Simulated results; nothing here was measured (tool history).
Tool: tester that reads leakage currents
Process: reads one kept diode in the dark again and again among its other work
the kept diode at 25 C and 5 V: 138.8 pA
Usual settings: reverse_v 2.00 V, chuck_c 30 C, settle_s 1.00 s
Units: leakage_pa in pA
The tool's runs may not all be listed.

run 1 hour=0.0 | reverse_v=2.00 chuck_c=30 settle_s=1.00 | leakage_pa=132.77
run 2 hour=24.0 | reverse_v=3.30 chuck_c=30 settle_s=1.00 | leakage_pa=171.72
run 3 hour=64.4 | reverse_v=2.00 chuck_c=30 settle_s=0.69 | leakage_pa=133.27
run 4 hour=103.6 | reverse_v=1.07 chuck_c=30 settle_s=0.69 | leakage_pa=95.89
run 5 hour=143.5 | reverse_v=1.07 chuck_c=30 settle_s=2.43 | leakage_pa=95.88
run 6 hour=180.8 | reverse_v=1.07 chuck_c=30 settle_s=2.43 | leakage_pa=96.67
run 7 hour=214.6 | reverse_v=9.21 chuck_c=30 settle_s=0.56 | leakage_pa=297.03
run 8 hour=233.8 | reverse_v=19.29 chuck_c=26 settle_s=0.64 | leakage_pa=322.95
run 9 hour=264.2 | reverse_v=4.37 chuck_c=56 settle_s=7.63 | leakage_pa=1188.95
run 10 hour=290.2 | reverse_v=4.37 chuck_c=26 settle_s=0.33 | leakage_pa=150.41
run 11 hour=314.3 | reverse_v=4.37 chuck_c=26 settle_s=0.33 | leakage_pa=150.17

Forecast each of these 5 alternatives for the next run:
run A hour=354.9 | reverse_v=4.11 chuck_c=49 settle_s=1.00 | leakage_pa=?
run B hour=354.9 | reverse_v=4.37 chuck_c=26 settle_s=6.51 | leakage_pa=?
run C hour=354.9 | reverse_v=2.99 chuck_c=24 settle_s=1.00 | leakage_pa=?
run D hour=354.9 | reverse_v=1.81 chuck_c=30 settle_s=0.98 | leakage_pa=?
run E hour=354.9 | reverse_v=1.18 chuck_c=30 settle_s=2.31 | leakage_pa=?

run=A leakage_pa=729.78
run=B leakage_pa=147.33
run=C leakage_pa=104.33
run=D leakage_pa=126.59
run=E leakage_pa=101.50
Without the tool's hidden state the same runs would have given:
run=A leakage_pa=699.24
run=B leakage_pa=139.53
run=C leakage_pa=98.76
run=D leakage_pa=120.31
run=E leakage_pa=96.48

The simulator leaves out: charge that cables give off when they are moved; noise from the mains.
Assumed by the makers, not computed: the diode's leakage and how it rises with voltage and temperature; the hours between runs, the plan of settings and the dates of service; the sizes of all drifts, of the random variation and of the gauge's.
